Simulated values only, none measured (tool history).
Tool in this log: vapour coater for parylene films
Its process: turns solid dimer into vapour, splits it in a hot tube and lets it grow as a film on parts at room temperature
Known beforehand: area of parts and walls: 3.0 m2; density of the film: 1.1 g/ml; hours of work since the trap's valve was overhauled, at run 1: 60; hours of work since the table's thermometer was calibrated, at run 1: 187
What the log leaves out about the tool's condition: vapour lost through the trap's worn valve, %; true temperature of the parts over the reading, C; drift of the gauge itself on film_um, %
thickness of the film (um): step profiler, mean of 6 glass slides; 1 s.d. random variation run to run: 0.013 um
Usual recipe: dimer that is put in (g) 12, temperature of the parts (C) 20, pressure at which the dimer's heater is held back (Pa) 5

run   hour  dimer that is put in (g)  temperature of the parts (C)  pressure at which the dimer's heater is held back (Pa)  hours of work since the trap's valve was overhauled  hours of work since the table's thermometer was calibrated  thickness of the film (um)
  1      0                        12                            20                                                       5                                                   60                                                         187                        2.53
  2   19.2                        12                            20                                                       5                                                   72                                                         199                        2.57
  3   35.7                        12                            20                                                       5                                                   82                                                         209                        2.55
  4   47.1                        12                            20                                                       5                                                   89                                                         216                        2.55
  5     61                        12                            20                                                       5                                                   97                                                         224                        2.56
  6   81.2                        12                            20                                                       5                                                  109                                                         236                        2.55
  7   96.7                        12                            20                                                     3.4                                                  118                                                         246                        2.76
  8  113.1                        12                            20                                                     3.4                                                  128                                                         256                        2.74
  9  128.3                        12                            14                                                       5                                                  137                                                         265                        2.93
 10  150.8                        16                            18                                                    2.01                                                  151                                                         278                        4.28
 11  168.6                        17                            28                                                       5                                                  162                                                         289                        3.07
 12  193.3                         6                            15                                                    2.48                                                  177                                                         304                        1.66

Predict each of these 4 candidate next runs independently; none follows another, all start after run 12:
  A  209.9                         6                            19                                                    2.48                                                  187                                                         314                           ?
  B  209.9                         9                            15                                                    2.48                                                  187                                                         314                           ?
  C  209.9                         6                            22                                                    5.43                                                  187                                                         314                           ?
  D  209.9                        12                            13                                                       5                                                  187                                                         314                           ?

run  thickness of the film (um)
  A                         1.5
  B                        2.45
  C                         1.2
  D                           3
Had the tool no hidden state, the same runs would have come out as:
run  thickness of the film (um)
  A                        1.49
  B                        2.43
  C                        1.18
  D                        2.97

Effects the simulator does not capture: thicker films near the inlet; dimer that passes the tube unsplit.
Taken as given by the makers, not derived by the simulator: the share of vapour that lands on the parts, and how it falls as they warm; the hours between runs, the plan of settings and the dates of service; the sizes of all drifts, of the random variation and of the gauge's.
